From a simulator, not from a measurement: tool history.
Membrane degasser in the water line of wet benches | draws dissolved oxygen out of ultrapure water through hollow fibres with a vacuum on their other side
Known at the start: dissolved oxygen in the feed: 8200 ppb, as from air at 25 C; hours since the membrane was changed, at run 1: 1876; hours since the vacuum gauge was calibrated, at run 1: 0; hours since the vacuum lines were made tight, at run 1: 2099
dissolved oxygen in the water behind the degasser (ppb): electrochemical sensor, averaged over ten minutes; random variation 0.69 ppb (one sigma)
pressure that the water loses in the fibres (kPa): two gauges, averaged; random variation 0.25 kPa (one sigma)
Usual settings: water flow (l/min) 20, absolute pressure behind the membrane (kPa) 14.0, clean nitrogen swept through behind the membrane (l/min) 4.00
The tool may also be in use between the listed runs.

| run | day | water flow (l/min) | absolute pressure behind the membrane (kPa) | clean nitrogen swept through behind the membrane (l/min) | hours since the membrane was changed | hours since the vacuum gauge was calibrated | hours since the vacuum lines were made tight | dissolved oxygen in the water behind the degasser (ppb) | pressure that the water loses in the fibres (kPa) |
|---|---|---|---|---|---|---|---|---|---|
| 1 | 0.000 | 20 | 14.0 | 4.00 | 1876 | 0 | 2099 | 131.9 | 64.35 |
| 2 | 5.571 | 20 | 14.0 | 4.00 | 2010 | 134 | 2232 | 133.8 | 65.00 |
| 3 | 8.479 | 20 | 14.0 | 4.00 | 2079 | 203 | 2302 | 133.3 | 64.78 |
| 4 | 11.904 | 20 | 14.0 | 3.71 | 2162 | 286 | 2384 | 143.1 | 64.66 |
| 5 | 15.075 | 20 | 14.0 | 3.71 | 2238 | 362 | 2461 | 143.7 | 64.43 |
| 6 | 18.300 | 20 | 14.0 | 6.64 | 2315 | 439 | 2538 | 83.2 | 64.92 |
| 7 | 22.246 | 20 | 12.9 | 4.00 | 2410 | 534 | 2633 | 121.0 | 64.65 |
| 8 | 27.154 | 25 | 14.0 | 4.00 | 2528 | 652 | 2750 | 165.5 | 80.88 |
| 9 | 31.921 | 15 | 14.0 | 4.00 | 2642 | 766 | 2865 | 101.5 | 48.50 |
| 10 | 36.421 | 15 | 14.0 | 4.00 | 2750 | 874 | 2973 | 100.2 | 48.54 |
| 11 | 40.108 | 15 | 14.0 | 4.00 | 2838 | 963 | 3061 | 101.0 | 48.72 |
| 12 | 43.121 | 15 | 14.0 | 4.00 | 2911 | 1035 | 3134 | 100.8 | 48.47 |
| 13 | 46.296 | 20 | 14.0 | 4.00 | 2987 | 1111 | 3210 | 134.7 | 64.53 |
| 14 | 51.746 | 31 | 14.0 | 4.69 | 3118 | 1242 | 3341 | 178.6 | 100.76 |
| 15 | 56.288 | 27 | 14.0 | 5.56 | 3227 | 1351 | 3450 | 134.0 | 87.46 |
| 16 | 59.112 | 17 | 24.0 | 5.56 | 3295 | 1419 | 3517 | 158.7 | 54.87 |
| 17 | 61.954 | 13 | 17.0 | 6.02 | 3363 | 1487 | 3586 | 75.9 | 41.77 |
| 18 | 64.808 | 14 | 31.5 | 4.00 | 3431 | 1555 | 3654 | 242.3 | 45.49 |
| 19 | 67.525 | 14 | 21.0 | 4.90 | 3496 | 1621 | 3719 | 126.8 | 45.44 |
| 20 | 72.750 | 17 | 14.0 | 2.61 | 3622 | 1746 | 3845 | 171.7 | 54.76 |
| 21 | 75.404 | 12 | 12.9 | 3.04 | 3686 | 1810 | 3908 | 95.5 | 38.70 |
| 22 | 79.008 | 12 | 12.9 | 3.04 | 3772 | 1896 | 3995 | 95.3 | 38.61 |
| 23 | 82.454 | 14 | 12.9 | 4.03 | 3855 | 1979 | 4078 | 84.4 | 45.35 |
| 24 | 85.454 | 14 | 12.9 | 4.03 | 3927 | 2051 | 4150 | 84.9 | 45.44 |
| 25 | 88.704 | 20 | 14.0 | 1.95 | 4005 | 2129 | 4228 | 262.2 | 64.36 |
| 26 | 93.338 | 20 | 14.0 | 1.81 | 4116 | 2240 | 4339 | 283.0 | 64.60 |

Some steps in dissolved oxygen in the water behind the degasser (ppb) between neighbouring runs. How much of each would the tool show without its hidden state too (settings, what came in, random variation), and how much is left for the hidden state, with any gauge scatter that isn't in both results?
The hidden state here: membrane still open, %; true pressure behind the membrane over the reading, kPa; air that leaks in behind the membrane, l/min; drift of the gauge itself on oxygen_ppb, %; drift of the gauge itself on loss_of_pressure_kpa, %.
Run 17 -> 18: water flow (l/min) 13 -> 14, absolute pressure behind the membrane (kPa) 17.0 -> 31.5, clean nitrogen swept through behind the membrane (l/min) 6.02 -> 4.00. dissolved oxygen in the water behind the degasser (ppb) +166.4: hidden state +2.4, all else +164.0.
Run 24 -> 25: water flow (l/min) 14 -> 20, absolute pressure behind the membrane (kPa) 12.9 -> 14.0, clean nitrogen swept through behind the membrane (l/min) 4.03 -> 1.95. dissolved oxygen in the water behind the degasser (ppb) +177.3: hidden state +3.4, all else +173.9.
